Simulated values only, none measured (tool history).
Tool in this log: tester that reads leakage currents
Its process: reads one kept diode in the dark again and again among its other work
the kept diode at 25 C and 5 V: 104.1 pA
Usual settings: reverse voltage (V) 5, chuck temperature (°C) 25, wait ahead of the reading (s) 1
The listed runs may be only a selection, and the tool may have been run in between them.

run,hour,reverse voltage (V),chuck temperature (°C),wait ahead of the reading (s),current that the tester gives (pA)
1,0,5,25,1,105.5
2,94.2,5,25,4.36,102.81
3,160.7,5,25,4.36,102.18
4,228.7,8.18,25,1,120.72
5,298.3,5,25,1,101.44
6,374.2,5,25,1,100.76
7,428.3,5,25,1,100.32
8,501.6,5,25,1,99.05
9,568.5,5,25,3.91,96.89
10,611.9,5,25,3.91,96.05
11,705.3,5,25,3.91,95.18
12,769.4,5,25,3.91,94.94
13,849.8,5,25,1,94.97
14,934.7,5,25,1,94.45
15,1024.3,5,25,1,92.95
16,1103.5,5,25,1,92.18
17,1156.3,5,25,1,91.65
# hour 1199.2: chuck's temperature calibrated
18,1226.8,5,25,1,105.97
19,1304.9,5,25,1,104.32
20,1364.6,5,25,1,104.01
21,1444.9,1.87,26,0.35,80.53

Run 22, settings as shown, results not yet in. Your forecast:
22,1528,1.87,26,0.35,?

Logged for run 22: current that the tester gives (pA) 79.6.
If the tool had no hidden condition, the same run with the same run-to-run variation would have returned current that the tester gives (pA) 83.77.
